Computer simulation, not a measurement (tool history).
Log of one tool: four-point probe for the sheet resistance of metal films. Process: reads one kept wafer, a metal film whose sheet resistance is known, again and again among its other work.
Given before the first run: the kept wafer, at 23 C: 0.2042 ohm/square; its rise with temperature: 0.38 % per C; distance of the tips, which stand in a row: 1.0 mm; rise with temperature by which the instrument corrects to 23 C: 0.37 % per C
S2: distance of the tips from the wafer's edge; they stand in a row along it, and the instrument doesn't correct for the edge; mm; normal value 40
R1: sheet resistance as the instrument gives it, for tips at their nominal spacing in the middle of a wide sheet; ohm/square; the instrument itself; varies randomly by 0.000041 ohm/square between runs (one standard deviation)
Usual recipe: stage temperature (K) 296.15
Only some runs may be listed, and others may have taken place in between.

run 1 hour=0.0 | stage_temperature_(K)=296.15 S2=40 | R1=0.204907
run 2 hour=41.8 | stage_temperature_(K)=304.15 S2=40 | R1=0.205057
run 3 hour=98.3 | stage_temperature_(K)=304.15 S2=40 | R1=0.205128
run 4 hour=151.4 | stage_temperature_(K)=296.15 S2=40 | R1=0.205094
run 5 hour=204.6 | stage_temperature_(K)=296.15 S2=40 | R1=0.205054
run 6 hour=234.7 | stage_temperature_(K)=296.15 S2=40 | R1=0.205123
run 7 hour=262.2 | stage_temperature_(K)=296.15 S2=40 | R1=0.205179
run 8 hour=315.6 | stage_temperature_(K)=296.15 S2=40 | R1=0.205192
run 9 hour=355.6 | stage_temperature_(K)=296.15 S2=40 | R1=0.205185
run 10 hour=399.2 | stage_temperature_(K)=296.15 S2=5 | R1=0.209605
run 11 hour=449.8 | stage_temperature_(K)=296.15 S2=5 | R1=0.209564
run 12 hour=492.0 | stage_temperature_(K)=296.15 S2=5 | R1=0.209682
run 13 hour=547.7 | stage_temperature_(K)=296.15 S2=5 | R1=0.209760
run 14 hour=591.3 | stage_temperature_(K)=296.15 S2=40 | R1=0.205569
-- hour=618.0 stage's thermometer calibrated
run 15 hour=620.4 | stage_temperature_(K)=296.15 S2=40 | R1=0.205848
run 16 hour=661.3 | stage_temperature_(K)=296.15 S2=40 | R1=0.205890
run 17 hour=694.9 | stage_temperature_(K)=296.15 S2=40 | R1=0.205886
run 18 hour=729.5 | stage_temperature_(K)=296.15 S2=40 | R1=0.205922
run 19 hour=788.0 | stage_temperature_(K)=296.15 S2=40 | R1=0.205986
run 20 hour=845.8 | stage_temperature_(K)=296.15 S2=40 | R1=0.206123
run 21 hour=900.2 | stage_temperature_(K)=296.15 S2=40 | R1=0.206132
run 22 hour=929.1 | stage_temperature_(K)=296.15 S2=40 | R1=0.206137
run 23 hour=982.0 | stage_temperature_(K)=303.15 S2=22 | R1=0.206504
run 24 hour=1022.4 | stage_temperature_(K)=294.15 S2=33 | R1=0.206177
run 25 hour=1051.1 | stage_temperature_(K)=294.15 S2=33 | R1=0.206237
-- hour=1072.8 new probe head fitted
run 26 hour=1096.1 | stage_temperature_(K)=297.15 S2=46 | R1=0.202954
run 27 hour=1125.3 | stage_temperature_(K)=304.15 S2=8 | R1=0.204882
run 28 hour=1171.9 | stage_temperature_(K)=304.15 S2=8 | R1=0.204876
run 29 hour=1212.1 | stage_temperature_(K)=304.15 S2=8 | R1=0.204889
run 30 hour=1239.7 | stage_temperature_(K)=294.15 S2=14 | R1=0.203623
run 31 hour=1282.2 | stage_temperature_(K)=295.15 S2=6 | R1=0.206153
run 32 hour=1329.6 | stage_temperature_(K)=301.15 S2=10 | R1=0.204339
run 33 hour=1379.6 | stage_temperature_(K)=297.15 S2=39 | R1=0.203373
run 34 hour=1429.8 | stage_temperature_(K)=291.15 S2=10 | R1=0.204378
run 35 hour=1473.7 | stage_temperature_(K)=291.15 S2=10 | R1=0.204267
run 36 hour=1523.7 | stage_temperature_(K)=307.15 S2=10 | R1=0.204696
run 37 hour=1564.6 | stage_temperature_(K)=300.15 S2=67 | R1=0.203422
run 38 hour=1599.5 | stage_temperature_(K)=300.15 S2=67 | R1=0.203579
run 39 hour=1654.6 | stage_temperature_(K)=300.15 S2=67 | R1=0.203597
run 40 hour=1686.7 | stage_temperature_(K)=300.15 S2=67 | R1=0.203749
run 41 hour=1711.5 | stage_temperature_(K)=300.15 S2=67 | R1=0.203717
run 42 hour=1744.7 | stage_temperature_(K)=296.15 S2=4 | R1=0.210290
run 43 hour=1783.1 | stage_temperature_(K)=296.15 S2=7 | R1=0.205948
run 44 hour=1829.1 | stage_temperature_(K)=292.15 S2=7 | R1=0.205816

What if the next run were any one of these 4? Each begins from the tool's condition after run 44:
run A hour=1858.5 | stage_temperature_(K)=299.15 S2=32 | R1=?
run B hour=1858.5 | stage_temperature_(K)=304.15 S2=12 | R1=?
run C hour=1858.5 | stage_temperature_(K)=292.15 S2=7 | R1=?
run D hour=1858.5 | stage_temperature_(K)=294.15 S2=6 | R1=?

run=A R1=0.203910
run=B R1=0.204644
run=C R1=0.205839
run=D R1=0.206760
With no hidden state in the tool, these same runs would have given:
run=A R1=0.204352
run=B R1=0.205085
run=C R1=0.206286
run=D R1=0.207209
